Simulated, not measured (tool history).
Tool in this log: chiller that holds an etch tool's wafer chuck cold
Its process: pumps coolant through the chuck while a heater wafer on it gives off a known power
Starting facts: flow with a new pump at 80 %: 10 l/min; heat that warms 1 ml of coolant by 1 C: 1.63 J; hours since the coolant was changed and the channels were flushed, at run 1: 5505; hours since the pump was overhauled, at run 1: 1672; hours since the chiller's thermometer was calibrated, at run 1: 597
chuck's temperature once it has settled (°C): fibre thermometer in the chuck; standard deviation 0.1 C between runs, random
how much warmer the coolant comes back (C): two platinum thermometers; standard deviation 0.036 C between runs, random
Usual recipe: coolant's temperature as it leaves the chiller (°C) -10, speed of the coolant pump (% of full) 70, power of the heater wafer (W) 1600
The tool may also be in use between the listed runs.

| run | hour | coolant's temperature as it leaves the chiller (°C) | speed of the coolant pump (% of full) | power of the heater wafer (W) | hours since the coolant was changed and the channels were flushed | hours since the pump was overhauled | hours since the chiller's thermometer was calibrated | chuck's temperature once it has settled (°C) | how much warmer the coolant comes back (C) |
|---|---|---|---|---|---|---|---|---|---|
| 1 | 0.0 | -10 | 70 | 1600 | 5505 | 1672 | 597 | 4.7 | 6.78 |
| 2 | 36.4 | -10 | 70 | 1992 | 5541 | 1709 | 634 | 8.1 | 8.38 |
| 3 | 61.7 | -10 | 72 | 1600 | 5567 | 1734 | 659 | 4.5 | 6.61 |
| 4 | 91.4 | -10 | 70 | 1600 | 5596 | 1764 | 688 | 4.6 | 6.77 |
| 5 | 141.3 | -10 | 70 | 1600 | 5646 | 1814 | 738 | 4.7 | 6.79 |
| 6 | 176.3 | -10 | 70 | 1600 | 5681 | 1849 | 773 | 4.5 | 6.74 |
| 7 | 201.0 | -10 | 98 | 1600 | 5706 | 1873 | 798 | 1.0 | 4.80 |
| 8 | 241.2 | -10 | 98 | 1600 | 5746 | 1914 | 838 | 0.9 | 4.78 |
| 9 | 274.8 | -10 | 98 | 1600 | 5780 | 1947 | 872 | 1.1 | 4.76 |
| 10 | 300.1 | -10 | 98 | 1600 | 5805 | 1972 | 897 | 1.0 | 4.76 |
| 11 | 328.1 | -10 | 82 | 1600 | 5833 | 2000 | 925 | 2.6 | 5.72 |
| 12 | 351.5 | -10 | 82 | 1600 | 5856 | 2024 | 949 | 2.8 | 5.70 |
| 13 | 381.0 | -10 | 82 | 1600 | 5886 | 2053 | 978 | 2.8 | 5.81 |
| 14 | 416.4 | -10 | 70 | 1429 | 5921 | 2089 | 1014 | 3.0 | 6.02 |
| 15 | 439.2 | -10 | 70 | 1429 | 5944 | 2112 | 1036 | 3.2 | 6.06 |
| 16 | 475.4 | -10 | 70 | 2100 | 5980 | 2148 | 1073 | 9.1 | 8.93 |
| 17 | 512.4 | -10 | 72 | 2100 | 6017 | 2185 | 1110 | 8.6 | 8.58 |
| 18 | 550.6 | -10 | 72 | 2100 | 6055 | 2223 | 1148 | 8.8 | 8.64 |
| 19 | 577.4 | -4 | 87 | 2297 | 6082 | 2250 | 1174 | 13.5 | 7.75 |
| 20 | 617.8 | -1 | 71 | 1600 | 6123 | 2290 | 1215 | 13.3 | 6.60 |

Run 21 has not been measured yet. What should we expect?
| 21 | 646.2 | -1 | 71 | 1600 | 6151 | 2319 | 1243 | ? | ? |

chuck's temperature once it has settled (°C): 13.5
how much warmer the coolant comes back (C): 6.71
With no hidden state in the tool, this same run would have given chuck's temperature once it has settled (°C) 13.5, how much warmer the coolant comes back (C) 6.71.

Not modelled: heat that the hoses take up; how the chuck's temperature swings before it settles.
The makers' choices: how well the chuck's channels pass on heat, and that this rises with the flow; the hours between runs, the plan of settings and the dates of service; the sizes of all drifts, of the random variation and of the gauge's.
